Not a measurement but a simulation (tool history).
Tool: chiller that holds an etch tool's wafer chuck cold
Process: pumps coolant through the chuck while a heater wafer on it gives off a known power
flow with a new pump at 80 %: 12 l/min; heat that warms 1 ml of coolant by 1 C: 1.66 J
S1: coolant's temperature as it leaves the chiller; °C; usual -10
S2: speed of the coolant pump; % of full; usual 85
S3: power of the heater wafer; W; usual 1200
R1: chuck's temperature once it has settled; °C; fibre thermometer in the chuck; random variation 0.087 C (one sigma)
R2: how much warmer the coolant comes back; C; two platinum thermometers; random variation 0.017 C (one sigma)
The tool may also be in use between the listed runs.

{"run": 1, "hour": 0.0, "S1": -10, "S2": 85, "S3": 1200, "R1": -0.11, "R2": 3.5}
{"run": 2, "hour": 46.4, "S1": -10, "S2": 72, "S3": 1200, "R1": 1.05, "R2": 4.2}
{"run": 3, "hour": 100.4, "S1": -16, "S2": 85, "S3": 1200, "R1": -6.09, "R2": 3.5}
{"run": 4, "hour": 186.5, "S1": -16, "S2": 85, "S3": 1200, "R1": -6.15, "R2": 3.48}
{"run": 5, "hour": 237.3, "S1": -16, "S2": 85, "S3": 1200, "R1": -6.18, "R2": 3.48}
{"run": 6, "hour": 295.1, "S1": -10, "S2": 85, "S3": 1200, "R1": -0.14, "R2": 3.49}
{"run": 7, "hour": 362.9, "S1": -10, "S2": 85, "S3": 1200, "R1": -0.02, "R2": 3.52}
{"run": 8, "hour": 422.1, "S1": -10, "S2": 85, "S3": 1200, "R1": -0.15, "R2": 3.49}
{"run": 9, "hour": 475.2, "S1": -8, "S2": 85, "S3": 1200, "R1": 1.92, "R2": 3.51}
{"run": 10, "hour": 540.4, "S1": -8, "S2": 85, "S3": 1200, "R1": 1.85, "R2": 3.51}
{"run": 11, "hour": 596.4, "S1": -6, "S2": 85, "S3": 1200, "R1": 3.82, "R2": 3.52}
{"run": 12, "hour": 649.9, "S1": -6, "S2": 85, "S3": 1200, "R1": 4.1, "R2": 3.52}
{"run": 13, "hour": 736.2, "S1": -6, "S2": 85, "S3": 1200, "R1": 3.93, "R2": 3.5}
{"run": 14, "hour": 828.3, "S1": -19, "S2": 80, "S3": 1200, "R1": -8.46, "R2": 3.78}
{"run": 15, "hour": 894.7, "S1": -10, "S2": 86, "S3": 611, "R1": -5.29, "R2": 1.76}
{"run": 16, "hour": 957.2, "S1": -1, "S2": 86, "S3": 1412, "R1": 10.74, "R2": 4.1}
{"run": 17, "hour": 1037.5, "S1": -10, "S2": 84, "S3": 1699, "R1": 4.44, "R2": 5.08}
{"run": 18, "hour": 1129.0, "S1": -12, "S2": 85, "S3": 1550, "R1": 0.99, "R2": 4.53}
{"run": 19, "hour": 1187.5, "S1": -10, "S2": 65, "S3": 1200, "R1": 2.23, "R2": 4.72}

The next listed run, before its measurement:
{"run": 20, "hour": 1264.8, "S1": -4, "S2": 89, "S3": 1200, "R1": "?", "R2": "?"}

{"run 20": {"R1": 5.79, "R2": 3.34}}
Without the tool's hidden state the same run would have given R1 5.33 °C, R2 3.19 C.

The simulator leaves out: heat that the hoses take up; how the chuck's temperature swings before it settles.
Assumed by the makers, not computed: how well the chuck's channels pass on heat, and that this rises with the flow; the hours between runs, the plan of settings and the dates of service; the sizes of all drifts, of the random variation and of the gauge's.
